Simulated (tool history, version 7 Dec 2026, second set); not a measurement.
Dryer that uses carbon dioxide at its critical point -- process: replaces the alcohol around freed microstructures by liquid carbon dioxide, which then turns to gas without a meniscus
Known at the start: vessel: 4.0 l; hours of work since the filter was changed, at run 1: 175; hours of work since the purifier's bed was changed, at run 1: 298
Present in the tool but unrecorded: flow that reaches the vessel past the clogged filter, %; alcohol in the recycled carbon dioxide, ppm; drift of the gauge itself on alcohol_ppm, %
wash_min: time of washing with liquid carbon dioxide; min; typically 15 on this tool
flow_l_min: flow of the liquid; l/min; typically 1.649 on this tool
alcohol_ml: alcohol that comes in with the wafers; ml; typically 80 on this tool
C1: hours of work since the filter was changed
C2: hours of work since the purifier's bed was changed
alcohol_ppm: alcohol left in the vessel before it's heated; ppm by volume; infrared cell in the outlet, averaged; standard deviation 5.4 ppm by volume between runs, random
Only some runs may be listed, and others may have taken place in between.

Run 1, hour 0.0: usual settings; C1 175; C2 298. Result: alcohol_ppm 219 ppm by volume.
Run 2, hour 27.9: usual settings; C1 185; C2 308. Result: alcohol_ppm 234 ppm by volume.
Run 3, hour 47.3: usual settings but alcohol_ml 91 ml; C1 192; C2 315. Result: alcohol_ppm 262 ppm by volume.
Run 4, hour 58.9: usual settings but alcohol_ml 91 ml; C1 196; C2 319. Result: alcohol_ppm 256 ppm by volume.
Run 5, hour 86.1: usual settings but alcohol_ml 91 ml; C1 206; C2 329. Result: alcohol_ppm 284 ppm by volume.
Run 6, hour 104.5: usual settings but alcohol_ml 91 ml; C1 213; C2 336. Result: alcohol_ppm 280 ppm by volume.
Run 7, hour 116.4: usual settings but alcohol_ml 91 ml; C1 217; C2 340. Result: alcohol_ppm 274 ppm by volume.
Run 8, hour 138.0: usual settings but alcohol_ml 91 ml; C1 225; C2 348. Result: alcohol_ppm 276 ppm by volume.
Run 9, hour 154.3: usual settings; C1 231; C2 353. Result: alcohol_ppm 252 ppm by volume.
At hour 160.7: inlet filter changed.
Run 10, hour 169.0: usual settings; C1 3; C2 358. Result: alcohol_ppm 158 ppm by volume.
Run 11, hour 189.3: usual settings but flow_l_min 2.420 l/min; C1 10; C2 366. Result: alcohol_ppm 50 ppm by volume.
Run 12, hour 204.3: usual settings but flow_l_min 2.420 l/min; C1 16; C2 371. Result: alcohol_ppm 32 ppm by volume.
Run 13, hour 227.0: usual settings but flow_l_min 2.420 l/min; C1 24; C2 379. Result: alcohol_ppm 27 ppm by volume.
Run 14, hour 244.0: usual settings but flow_l_min 2.420 l/min; C1 30; C2 385. Result: alcohol_ppm 41 ppm by volume.
Run 15, hour 258.1: usual settings but flow_l_min 2.420 l/min; C1 35; C2 390. Result: alcohol_ppm 45 ppm by volume.
Run 16, hour 282.3: usual settings but alcohol_ml 70 ml; C1 44; C2 399. Result: alcohol_ppm 156 ppm by volume.
Run 17, hour 307.2: usual settings but alcohol_ml 70 ml; C1 53; C2 408. Result: alcohol_ppm 163 ppm by volume.
Run 18, hour 332.9: usual settings but wash_min 13 min, flow_l_min 1.270 l/min, alcohol_ml 39 ml; C1 62; C2 417. Result: alcohol_ppm 427 ppm by volume.
Run 19, hour 348.5: usual settings but wash_min 18 min, flow_l_min 1.150 l/min, alcohol_ml 61 ml; C1 67; C2 423. Result: alcohol_ppm 320 ppm by volume.
Run 20, hour 373.8: usual settings but wash_min 18 min, flow_l_min 1.150 l/min, alcohol_ml 61 ml; C1 77; C2 432. Result: alcohol_ppm 306 ppm by volume.
Run 21, hour 391.2: usual settings but wash_min 18 min, flow_l_min 1.630 l/min, alcohol_ml 36 ml; C1 83; C2 438. Result: alcohol_ppm 50 ppm by volume.
Run 22, hour 411.7: usual settings but flow_l_min 1.820 l/min, alcohol_ml 73 ml; C1 90; C2 446. Result: alcohol_ppm 125 ppm by volume.
Run 23, hour 424.6: usual settings but flow_l_min 2.180 l/min, alcohol_ml 105 ml; C1 95; C2 450. Result: alcohol_ppm 84 ppm by volume.
Run 24, hour 447.3: usual settings but flow_l_min 2.180 l/min, alcohol_ml 105 ml; C1 103; C2 458. Result: alcohol_ppm 73 ppm by volume.

Hidden condition of the tool, last listed run before each entry between runs versus first listed run after:
From run 9 to run 10: inlet filter changed (hour 160.7)
  flow that reaches the vessel past the clogged filter, %: 87.9 -> 99.3; alcohol in the recycled carbon dioxide, ppm: 22.4 -> 22.6
  measured result minus the result with no hidden state, alcohol_ppm: +124 -> +23 ppm by volume
